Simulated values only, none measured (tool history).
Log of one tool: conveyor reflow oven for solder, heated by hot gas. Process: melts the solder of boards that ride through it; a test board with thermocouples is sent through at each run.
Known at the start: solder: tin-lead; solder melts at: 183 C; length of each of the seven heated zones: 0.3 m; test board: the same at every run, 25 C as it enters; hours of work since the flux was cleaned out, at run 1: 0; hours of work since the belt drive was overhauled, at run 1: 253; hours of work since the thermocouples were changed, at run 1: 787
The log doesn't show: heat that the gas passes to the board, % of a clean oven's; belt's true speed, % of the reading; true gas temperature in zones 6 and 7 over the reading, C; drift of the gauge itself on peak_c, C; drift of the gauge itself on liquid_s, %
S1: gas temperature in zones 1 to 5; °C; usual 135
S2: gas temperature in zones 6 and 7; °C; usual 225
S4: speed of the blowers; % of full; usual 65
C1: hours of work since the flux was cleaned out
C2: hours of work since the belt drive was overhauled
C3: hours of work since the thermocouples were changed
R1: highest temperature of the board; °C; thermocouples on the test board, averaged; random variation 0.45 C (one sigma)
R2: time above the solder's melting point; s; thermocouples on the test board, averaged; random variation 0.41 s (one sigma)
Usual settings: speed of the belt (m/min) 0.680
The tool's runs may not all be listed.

{"run": 1, "hour": 0.0, "S1": 135, "S2": 225, "speed of the belt (m/min)": 0.68, "S4": 65, "C1": 0, "C2": 253, "C3": 787, "R1": 203.0, "R2": 28.7}
{"run": 2, "hour": 77.6, "S1": 135, "S2": 225, "speed of the belt (m/min)": 0.68, "S4": 65, "C1": 45, "C2": 298, "C3": 832, "R1": 202.9, "R2": 29.0}
{"run": 3, "hour": 154.3, "S1": 135, "S2": 225, "speed of the belt (m/min)": 0.68, "S4": 65, "C1": 90, "C2": 343, "C3": 877, "R1": 202.8, "R2": 27.7}
{"run": 4, "hour": 235.5, "S1": 135, "S2": 225, "speed of the belt (m/min)": 0.68, "S4": 65, "C1": 137, "C2": 390, "C3": 925, "R1": 201.4, "R2": 27.7}
{"run": 5, "hour": 312.6, "S1": 135, "S2": 225, "speed of the belt (m/min)": 0.68, "S4": 65, "C1": 183, "C2": 435, "C3": 970, "R1": 201.6, "R2": 27.5}
{"run": 6, "hour": 394.7, "S1": 135, "S2": 225, "speed of the belt (m/min)": 0.68, "S4": 83, "C1": 230, "C2": 483, "C3": 1017, "R1": 205.4, "R2": 32.2}
{"run": 7, "hour": 481.8, "S1": 135, "S2": 225, "speed of the belt (m/min)": 0.68, "S4": 83, "C1": 281, "C2": 534, "C3": 1068, "R1": 204.9, "R2": 31.7}
{"hour": 488.7, "done": "thermocouples of zones 6 and 7 changed"}
{"run": 8, "hour": 536.1, "S1": 135, "S2": 225, "speed of the belt (m/min)": 0.68, "S4": 83, "C1": 312, "C2": 564, "C3": 28, "R1": 208.8, "R2": 33.3}
{"run": 9, "hour": 606.4, "S1": 135, "S2": 225, "speed of the belt (m/min)": 0.68, "S4": 65, "C1": 353, "C2": 605, "C3": 69, "R1": 204.4, "R2": 29.5}
{"run": 10, "hour": 642.3, "S1": 135, "S2": 225, "speed of the belt (m/min)": 0.68, "S4": 65, "C1": 374, "C2": 626, "C3": 90, "R1": 203.7, "R2": 28.2}
{"run": 11, "hour": 708.8, "S1": 135, "S2": 225, "speed of the belt (m/min)": 0.68, "S4": 65, "C1": 413, "C2": 665, "C3": 128, "R1": 203.2, "R2": 29.3}
{"run": 12, "hour": 747.5, "S1": 135, "S2": 225, "speed of the belt (m/min)": 0.545, "S4": 65, "C1": 435, "C2": 688, "C3": 151, "R1": 209.8, "R2": 45.1}
{"hour": 784.0, "done": "flux residue cleaned out of gas plates and filters"}
{"run": 13, "hour": 794.4, "S1": 135, "S2": 225, "speed of the belt (m/min)": 0.759, "S4": 65, "C1": 6, "C2": 712, "C3": 175, "R1": 198.4, "R2": 20.6}
{"run": 14, "hour": 866.9, "S1": 135, "S2": 225, "speed of the belt (m/min)": 0.759, "S4": 65, "C1": 48, "C2": 755, "C3": 218, "R1": 198.2, "R2": 20.4}
{"run": 15, "hour": 923.2, "S1": 135, "S2": 225, "speed of the belt (m/min)": 0.759, "S4": 65, "C1": 81, "C2": 787, "C3": 251, "R1": 197.0, "R2": 20.2}
{"run": 16, "hour": 1007.6, "S1": 144, "S2": 227, "speed of the belt (m/min)": 0.68, "S4": 65, "C1": 131, "C2": 837, "C3": 300, "R1": 205.8, "R2": 33.9}
{"run": 17, "hour": 1084.4, "S1": 144, "S2": 227, "speed of the belt (m/min)": 0.68, "S4": 65, "C1": 175, "C2": 882, "C3": 345, "R1": 205.8, "R2": 33.8}
{"hour": 1126.1, "done": "flux residue cleaned out of gas plates and filters, once more"}
{"run": 18, "hour": 1137.4, "S1": 136, "S2": 225, "speed of the belt (m/min)": 0.664, "S4": 65, "C1": 7, "C2": 910, "C3": 373, "R1": 205.1, "R2": 32.8}

Forecast run 19:
{"run": 19, "hour": 1183.3, "S1": 136, "S2": 225, "speed of the belt (m/min)": 0.621, "S4": 65, "C1": 33, "C2": 936, "C3": 400, "R1": "?", "R2": "?"}

R1: 208.2 °C
R2: 37.6 s
Without the tool's hidden state the same run would have given R1 208.4 °C, R2 36.7 s.

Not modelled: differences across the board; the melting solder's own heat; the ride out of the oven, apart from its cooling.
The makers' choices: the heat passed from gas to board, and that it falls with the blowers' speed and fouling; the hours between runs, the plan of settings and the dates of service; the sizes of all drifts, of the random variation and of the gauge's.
